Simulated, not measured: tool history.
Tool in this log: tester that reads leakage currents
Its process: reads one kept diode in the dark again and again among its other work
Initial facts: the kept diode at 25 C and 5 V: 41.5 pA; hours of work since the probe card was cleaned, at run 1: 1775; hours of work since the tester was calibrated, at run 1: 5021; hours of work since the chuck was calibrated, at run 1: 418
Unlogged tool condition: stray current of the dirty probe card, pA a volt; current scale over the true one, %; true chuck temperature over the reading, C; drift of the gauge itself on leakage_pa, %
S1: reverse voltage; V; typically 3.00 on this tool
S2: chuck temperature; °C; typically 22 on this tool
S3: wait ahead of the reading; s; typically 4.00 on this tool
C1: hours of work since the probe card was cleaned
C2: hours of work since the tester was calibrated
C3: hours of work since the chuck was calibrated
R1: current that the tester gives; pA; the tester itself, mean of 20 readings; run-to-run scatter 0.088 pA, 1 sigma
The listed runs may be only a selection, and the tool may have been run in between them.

run 1 hour=0.0 | S1=3.00 S2=22 S3=4.00 | C1=1775 C2=5021 C3=418 | R1=32.62
run 2 hour=247.7 | S1=3.00 S2=22 S3=4.00 | C1=1959 C2=5205 C3=602 | R1=34.50
run 3 hour=378.2 | S1=2.15 S2=22 S3=4.00 | C1=2056 C2=5302 C3=699 | R1=29.07
-- hour=463.6 tester calibrated
-- hour=508.8 probe card cleaned and baked
-- hour=510.8 chuck's temperature calibrated
run 4 hour=577.4 | S1=2.15 S2=22 S3=3.17 | C1=50 C2=81 C3=50 | R1=26.24
run 5 hour=843.2 | S1=2.15 S2=22 S3=3.17 | C1=247 C2=279 C3=247 | R1=27.67
run 6 hour=1058.5 | S1=5.37 S2=22 S3=4.00 | C1=407 C2=439 C3=407 | R1=50.78
run 7 hour=1296.3 | S1=5.37 S2=22 S3=1.83 | C1=584 C2=616 C3=584 | R1=53.49
run 8 hour=1439.8 | S1=1.56 S2=22 S3=4.00 | C1=691 C2=722 C3=691 | R1=25.44
-- hour=1577.9 chuck's temperature calibrated
run 9 hour=1620.0 | S1=1.56 S2=22 S3=1.97 | C1=823 C2=855 C3=31 | R1=22.71
run 10 hour=1803.1 | S1=9.00 S2=22 S3=1.79 | C1=960 C2=991 C3=168 | R1=72.75
-- hour=1918.6 probe card cleaned and baked, once more
run 11 hour=1973.7 | S1=9.00 S2=22 S3=1.79 | C1=41 C2=1116 C3=292 | R1=45.17
run 12 hour=2209.5 | S1=9.00 S2=60 S3=2.28 | C1=216 C2=1291 C3=468 | R1=1282.44
run 13 hour=2396.3 | S1=18.55 S2=55 S3=4.00 | C1=355 C2=1430 C3=606 | R1=1277.23

Had the tool no unlogged condition, and each run kept its random variation, what would the results have been?
run=1 R1=24.28
run=2 R1=24.36
run=3 R1=20.52
run=4 R1=20.54
run=5 R1=20.56
run=6 R1=32.13
run=7 R1=32.37
run=8 R1=17.39
run=9 R1=17.61
run=10 R1=41.57
run=11 R1=41.73
run=12 R1=1174.88
run=13 R1=1131.24
